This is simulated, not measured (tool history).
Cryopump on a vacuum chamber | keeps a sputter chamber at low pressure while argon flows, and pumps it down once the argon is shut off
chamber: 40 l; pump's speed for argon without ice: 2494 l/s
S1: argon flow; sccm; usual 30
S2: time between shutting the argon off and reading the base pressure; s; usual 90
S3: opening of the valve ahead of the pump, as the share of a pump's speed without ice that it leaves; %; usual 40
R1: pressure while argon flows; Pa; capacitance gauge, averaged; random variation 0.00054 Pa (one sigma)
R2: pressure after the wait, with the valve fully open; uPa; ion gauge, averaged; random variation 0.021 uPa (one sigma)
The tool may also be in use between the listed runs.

run	day	S1	S2	S3	R1	R2
1	0.000	30	90	40	0.0513	0.90
# day 0.700: leaking fittings of the chamber tightened, without venting
2	0.708	30	90	40	0.0520	0.51
3	1.188	30	90	40	0.0516	0.46
4	1.733	30	90	40	0.0520	0.48
5	2.196	30	90	28	0.0732	0.49
6	2.642	30	90	28	0.0731	0.48
7	3.250	30	90	40	0.0515	0.49
8	3.646	15	300	37	0.0283	0.25
9	4.142	15	300	37	0.0279	0.23

Run 10 comes next. What will it give?
10	4.492	16	90	35	?	?

Run 10 gave R1 0.0327 Pa, R2 0.50 uPa.
Without the tool's hidden state the same run would have given R1 0.0319 Pa, R2 0.46 uPa.
